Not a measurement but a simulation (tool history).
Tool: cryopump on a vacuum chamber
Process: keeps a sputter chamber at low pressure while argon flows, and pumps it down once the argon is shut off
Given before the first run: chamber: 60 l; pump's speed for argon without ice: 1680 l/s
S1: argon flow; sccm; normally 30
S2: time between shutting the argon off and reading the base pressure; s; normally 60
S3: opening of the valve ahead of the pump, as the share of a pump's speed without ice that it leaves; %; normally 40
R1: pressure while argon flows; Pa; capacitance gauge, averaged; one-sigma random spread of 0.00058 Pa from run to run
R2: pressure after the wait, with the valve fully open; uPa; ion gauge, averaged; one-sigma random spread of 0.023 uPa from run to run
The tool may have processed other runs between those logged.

Run 1, hour 0: usual settings. Result: R1 0.0761 Pa, R2 0.85 uPa.
Run 2, hour 67.7: usual settings but S2 126 s. Result: R1 0.0774 Pa, R2 0.54 uPa.
Run 3, hour 113.5: usual settings. Result: R1 0.077 Pa, R2 0.89 uPa.
Run 4, hour 160.2: usual settings. Result: R1 0.0772 Pa, R2 0.87 uPa.
Run 5, hour 243.9: usual settings. Result: R1 0.0788 Pa, R2 0.98 uPa.
Run 6, hour 301.8: usual settings. Result: R1 0.0795 Pa, R2 0.96 uPa.
Run 7, hour 375.2: usual settings. Result: R1 0.0802 Pa, R2 0.97 uPa.
Run 8, hour 430.2: usual settings. Result: R1 0.0808 Pa, R2 1.04 uPa.
Run 9, hour 505: usual settings but S1 29 sccm. Result: R1 0.0794 Pa, R2 1.07 uPa.
Run 10, hour 579.9: usual settings. Result: R1 0.0831 Pa, R2 1.05 uPa.
Run 11, hour 633.3: usual settings. Result: R1 0.0852 Pa, R2 1.11 uPa.
Run 12, hour 702.4: usual settings. Result: R1 0.0858 Pa, R2 1.23 uPa.
At hour 743.2: pump warmed up, emptied and cooled again.
Run 13, hour 765.8: usual settings but S2 196 s. Result: R1 0.0767 Pa, R2 0.64 uPa.
Run 14, hour 811.4: usual settings but S1 19 sccm, S3 24 %. Result: R1 0.0803 Pa, R2 1.04 uPa.
Run 15, hour 879.4: usual settings but S1 19 sccm, S2 43 s, S3 24 %. Result: R1 0.0811 Pa, R2 1.24 uPa.
Run 16, hour 951.5: usual settings but S1 17 sccm. Result: R1 0.0442 Pa, R2 1.09 uPa.
Run 17, hour 999.3: usual settings but S1 13 sccm, S2 121 s, S3 55 %. Result: R1 0.0242 Pa, R2 0.88 uPa.
Run 18, hour 1052.9: usual settings but S1 13 sccm, S2 63 s, S3 16 %. Result: R1 0.0836 Pa, R2 1.11 uPa.
Run 19, hour 1103.3: usual settings but S1 32 sccm, S2 149 s. Result: R1 0.0857 Pa, R2 0.92 uPa.
Run 20, hour 1146.3: usual settings but S1 21 sccm, S2 145 s, S3 42 %. Result: R1 0.0536 Pa, R2 0.95 uPa.
Run 21, hour 1196.3: usual settings but S1 48 sccm, S3 50 %. Result: R1 0.1052 Pa, R2 1.28 uPa.
Run 22, hour 1283.5: usual settings but S1 48 sccm, S3 50 %. Result: R1 0.1091 Pa, R2 1.33 uPa.
Run 23, hour 1330.1: usual settings but S2 38 s. Result: R1 0.083 Pa, R2 1.66 uPa.
Run 24, hour 1411.1: usual settings but S1 18 sccm, S2 28 s, S3 29 %. Result: R1 0.068 Pa, R2 2.06 uPa.
Run 25, hour 1453: usual settings but S1 18 sccm, S2 28 s, S3 29 %. Result: R1 0.0688 Pa, R2 1.96 uPa.
Run 26, hour 1495.3: usual settings but S1 13 sccm, S2 66 s, S3 23 %. Result: R1 0.0616 Pa, R2 1.43 uPa.

Predict each of these 4 candidate next runs independently; none follows another, all start after run 26:
At hour 1511.9: pump warmed up, emptied and cooled again.
Run A, hour 1560.6: usual settings but S1 32 sccm, S2 74 s. Result: R1 ?, R2 ?.
At hour 1511.9: pump warmed up, emptied and cooled again.
Run B, hour 1560.6: usual settings but S1 14 sccm, S2 237 s, S3 29 %. Result: R1 ?, R2 ?.
At hour 1511.9: pump warmed up, emptied and cooled again.
Run C, hour 1560.6: usual settings but S1 58 sccm. Result: R1 ?, R2 ?.
At hour 1511.9: pump warmed up, emptied and cooled again.
Run D, hour 1560.6: usual settings but S1 13 sccm, S2 66 s, S3 39 %. Result: R1 ?, R2 ?.

run      R1    R2
  A  0.0797  1.17
  B  0.0486  0.83
  C  0.1468  1.26
  D  0.0336   1.2
Without the tool's hidden state the same runs would have given:
run      R1    R2
  A  0.0786   0.6
  B  0.0481  0.27
  C  0.1449  0.68
  D  0.0332  0.63
